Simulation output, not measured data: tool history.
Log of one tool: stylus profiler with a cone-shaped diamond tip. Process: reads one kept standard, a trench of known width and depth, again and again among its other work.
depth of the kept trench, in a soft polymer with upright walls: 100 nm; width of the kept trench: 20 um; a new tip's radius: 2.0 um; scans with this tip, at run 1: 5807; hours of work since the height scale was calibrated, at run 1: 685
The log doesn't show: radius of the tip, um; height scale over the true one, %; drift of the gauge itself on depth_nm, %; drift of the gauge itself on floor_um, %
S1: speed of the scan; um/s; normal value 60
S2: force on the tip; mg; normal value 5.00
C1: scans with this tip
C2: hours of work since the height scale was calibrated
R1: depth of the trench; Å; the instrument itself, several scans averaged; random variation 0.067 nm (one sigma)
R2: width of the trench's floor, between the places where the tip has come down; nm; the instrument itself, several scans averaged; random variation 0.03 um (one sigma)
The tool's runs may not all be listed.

run 1 hour=0.0 | S1=60 S2=5.00 | C1=5807 C2=685 | R1=1016.9 R2=18390
run 2 hour=25.4 | S1=60 S2=5.00 | C1=5943 C2=701 | R1=1015.0 R2=18290
run 3 hour=42.7 | S1=156 S2=5.00 | C1=6036 C2=712 | R1=1015.6 R2=17890
run 4 hour=54.8 | S1=156 S2=10.50 | C1=6100 C2=720 | R1=1026.7 R2=18140
run 5 hour=74.3 | S1=16 S2=5.00 | C1=6205 C2=732 | R1=1015.3 R2=18530
-- hour=76.3 height scale calibrated on a step standard
run 6 hour=91.2 | S1=70 S2=5.00 | C1=6293 C2=9 | R1=1014.3 R2=18310
run 7 hour=114.3 | S1=70 S2=5.00 | C1=6416 C2=24 | R1=1013.6 R2=18290
run 8 hour=137.4 | S1=78 S2=4.33 | C1=6540 C2=39 | R1=1011.9 R2=18190
run 9 hour=159.0 | S1=25 S2=2.24 | C1=6656 C2=52 | R1=1005.8 R2=18460
run 10 hour=184.4 | S1=112 S2=6.09 | C1=6792 C2=68 | R1=1017.2 R2=18180
run 11 hour=212.1 | S1=112 S2=6.09 | C1=6940 C2=86 | R1=1018.0 R2=18140
-- hour=224.9 height scale calibrated on a step standard, once more
run 12 hour=235.5 | S1=112 S2=6.09 | C1=7062 C2=7 | R1=1020.0 R2=18130

Branching from run 12: 4 alternative next runs. What would each branch give?
run A hour=264.3 | S1=15 S2=5.00 | C1=7217 C2=25 | R1=? R2=?
run B hour=264.3 | S1=182 S2=7.79 | C1=7217 C2=25 | R1=? R2=?
run C hour=264.3 | S1=60 S2=14.81 | C1=7217 C2=25 | R1=? R2=?
run D hour=264.3 | S1=238 S2=14.99 | C1=7217 C2=25 | R1=? R2=?

run=A R1=1017.1 R2=18510
run=B R1=1023.5 R2=17890
run=C R1=1035.7 R2=18390
run=D R1=1035.9 R2=17990
Stripped of hidden state, with their random variation kept, the same runs would have yielded:
run=A R1=1017.1 R2=18700
run=B R1=1023.5 R2=18080
run=C R1=1035.7 R2=18570
run=D R1=1035.9 R2=18180
